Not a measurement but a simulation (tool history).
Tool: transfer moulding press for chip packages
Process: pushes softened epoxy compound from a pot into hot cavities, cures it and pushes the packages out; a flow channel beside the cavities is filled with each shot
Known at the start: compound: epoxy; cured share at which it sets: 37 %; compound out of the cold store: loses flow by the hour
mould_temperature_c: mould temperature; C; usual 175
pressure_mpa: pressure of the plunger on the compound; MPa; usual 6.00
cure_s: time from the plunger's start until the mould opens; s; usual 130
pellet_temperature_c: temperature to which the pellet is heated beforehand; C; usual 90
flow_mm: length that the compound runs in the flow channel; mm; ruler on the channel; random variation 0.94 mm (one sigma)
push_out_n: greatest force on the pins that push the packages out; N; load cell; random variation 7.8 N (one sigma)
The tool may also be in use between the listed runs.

run	day	mould_temperature_c	pressure_mpa	cure_s	pellet_temperature_c	incoming compound's hours out of the cold store	flow_mm	push_out_n
1	0.000	175	6.00	130	90	28.1	585.0	344
2	1.538	175	4.70	130	90	37.9	498.3	339
3	2.667	175	4.70	130	90	31.9	510.2	319
4	4.300	175	6.00	130	84	19.3	607.2	352
5	5.292	175	6.00	130	84	14.5	616.5	331
# day 5.742: cavities cleaned with cleaning compound and waxed
6	6.038	175	6.00	130	84	13.6	620.1	337
7	6.854	175	6.00	130	90	26.6	590.4	335
8	8.112	175	6.00	130	90	13.6	619.6	344
9	8.775	175	6.00	166	90	40.8	557.9	318
10	10.208	175	6.00	144	90	38.9	562.2	332
11	11.154	175	6.00	144	90	47.7	542.8	327
# day 12.008: cavities cleaned with cleaning compound and waxed
12	12.692	175	6.00	144	90	47.9	540.5	332
13	13.592	175	6.00	130	90	35.1	570.5	338
14	15.196	175	6.00	130	90	45.0	546.5	349
# day 16.158: plunger's sealing rings changed
15	16.338	175	6.12	130	90	41.7	559.5	346
16	17.517	175	6.00	148	90	12.9	621.5	330
# day 18.342: cavities cleaned with cleaning compound and waxed
17	18.688	175	6.00	148	90	10.2	629.3	337
18	19.808	170	6.00	148	83	21.0	612.5	339
19	21.446	175	6.00	147	90	26.1	590.1	334
20	22.154	175	6.00	147	90	41.7	555.3	320
# day 22.462: mould's thermocouples calibrated
21	23.621	180	6.03	125	90	31.6	569.8	315
# day 24.638: cavities cleaned with cleaning compound and waxed
22	25.225	172	4.77	143	92	28.4	527.8	338
23	26.421	175	5.56	157	92	30.1	560.0	327
24	27.217	175	6.73	157	91	45.6	577.5	316
25	28.600	175	6.00	128	92	10.1	630.5	338
26	30.012	175	6.00	128	92	36.3	565.0	356
27	30.725	175	4.74	128	92	16.2	545.6	349
# day 30.888: cavities cleaned with cleaning compound and waxed
28	31.946	183	4.74	112	92	17.0	529.4	316
29	33.504	183	4.74	112	92	29.9	504.6	323

Forecast each of these 3 alternatives for the next run:
A	34.212	183	6.30	122	92	23.1	?	?
B	34.212	179	4.74	112	80	32.0	?	?
C	34.212	178	7.31	131	92	25.2	?	?

run	flow_mm	push_out_n
A	594.8	342
B	507.5	349
C	646.1	334
Without the tool's hidden state the same runs would have given:
run	flow_mm	push_out_n
A	594.9	341
B	507.6	348
C	646.2	333
